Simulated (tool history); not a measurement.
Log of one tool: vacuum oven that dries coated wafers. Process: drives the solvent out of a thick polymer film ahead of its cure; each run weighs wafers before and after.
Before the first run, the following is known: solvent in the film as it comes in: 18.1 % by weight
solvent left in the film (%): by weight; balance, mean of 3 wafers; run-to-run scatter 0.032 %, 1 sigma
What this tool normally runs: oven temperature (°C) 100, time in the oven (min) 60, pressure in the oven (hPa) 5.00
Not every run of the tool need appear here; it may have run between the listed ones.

Run 1, day 0.000: usual settings. Result: solvent left in the film (%) 2.27.
Run 2, day 1.888: usual settings but oven temperature (°C) 102. Result: solvent left in the film (%) 1.87.
Run 3, day 4.246: usual settings. Result: solvent left in the film (%) 2.26.
Run 4, day 7.975: usual settings but oven temperature (°C) 110. Result: solvent left in the film (%) 0.72.
Run 5, day 11.592: usual settings but oven temperature (°C) 110. Result: solvent left in the film (%) 0.73.
Run 6, day 14.592: usual settings but oven temperature (°C) 110. Result: solvent left in the film (%) 0.78.
Run 7, day 16.738: usual settings. Result: solvent left in the film (%) 2.36.
Run 8, day 19.925: usual settings but time in the oven (min) 81. Result: solvent left in the film (%) 1.28.
Run 9, day 22.108: usual settings but time in the oven (min) 81. Result: solvent left in the film (%) 1.31.
Run 10, day 25.058: usual settings but time in the oven (min) 45. Result: solvent left in the film (%) 3.70.
Run 11, day 27.196: usual settings but pressure in the oven (hPa) 9.16. Result: solvent left in the film (%) 2.47.
Run 12, day 31.375: usual settings but pressure in the oven (hPa) 9.16. Result: solvent left in the film (%) 2.51.
Run 13, day 35.229: usual settings but pressure in the oven (hPa) 6.47. Result: solvent left in the film (%) 2.43.
Run 14, day 37.746: usual settings but oven temperature (°C) 113, time in the oven (min) 55, pressure in the oven (hPa) 2.50. Result: solvent left in the film (%) 0.61.
Run 15, day 40.217: usual settings but oven temperature (°C) 113, time in the oven (min) 55, pressure in the oven (hPa) 2.50. Result: solvent left in the film (%) 0.69.
Run 16, day 42.079: usual settings but pressure in the oven (hPa) 11.09. Result: solvent left in the film (%) 2.55.
Run 17, day 46.071: usual settings but oven temperature (°C) 90, time in the oven (min) 49, pressure in the oven (hPa) 11.09. Result: solvent left in the film (%) 6.27.
Run 18, day 49.058: usual settings but oven temperature (°C) 99, time in the oven (min) 70, pressure in the oven (hPa) 11.54. Result: solvent left in the film (%) 2.17.
Run 19, day 52.892: usual settings but oven temperature (°C) 90, time in the oven (min) 70, pressure in the oven (hPa) 4.18. Result: solvent left in the film (%) 4.24.
Run 20, day 55.504: usual settings but oven temperature (°C) 87, time in the oven (min) 93, pressure in the oven (hPa) 8.41. Result: solvent left in the film (%) 3.78.
Run 21, day 59.450: usual settings but time in the oven (min) 36, pressure in the oven (hPa) 4.88. Result: solvent left in the film (%) 4.95.
Run 22, day 62.654: usual settings but oven temperature (°C) 85, time in the oven (min) 36. Result: solvent left in the film (%) 9.12.
Run 23, day 67.025: usual settings but oven temperature (°C) 99, time in the oven (min) 35, pressure in the oven (hPa) 12.55. Result: solvent left in the film (%) 5.39.
Run 24, day 70.862: usual settings but oven temperature (°C) 105, time in the oven (min) 42, pressure in the oven (hPa) 3.11. Result: solvent left in the film (%) 2.74.
Run 25, day 73.567: usual settings but oven temperature (°C) 105, time in the oven (min) 42, pressure in the oven (hPa) 3.11. Result: solvent left in the film (%) 2.75.

Not shown: 3 entries that the log had between the listed runs. Between which runs, and how does the tool's hidden state differ before and after?
After run 8, before run 9: vacuum gauge cleaned of residue and calibrated (day 20.162)
  true wafer temperature over the reading, C: -0.47 -> -0.51; true pressure over the reading, kPa: 0.061 -> 0.099
  measured minus no-state result, solvent left in the film (%): +0.09 -> +0.10
After run 11, before run 12: vacuum gauge cleaned of residue and calibrated, once more (day 30.321)
  true wafer temperature over the reading, C: -0.6 -> -0.68; true pressure over the reading, kPa: 0.108 -> 0.001
  measured minus no-state result, solvent left in the film (%): +0.16 -> +0.14
After run 22, before run 23: oven's thermocouples calibrated (day 65.267)
  true wafer temperature over the reading, C: -1.28 -> -0.2; true pressure over the reading, kPa: 0.056 -> 0.063
  measured minus no-state result, solvent left in the film (%): +0.34 -> +0.06
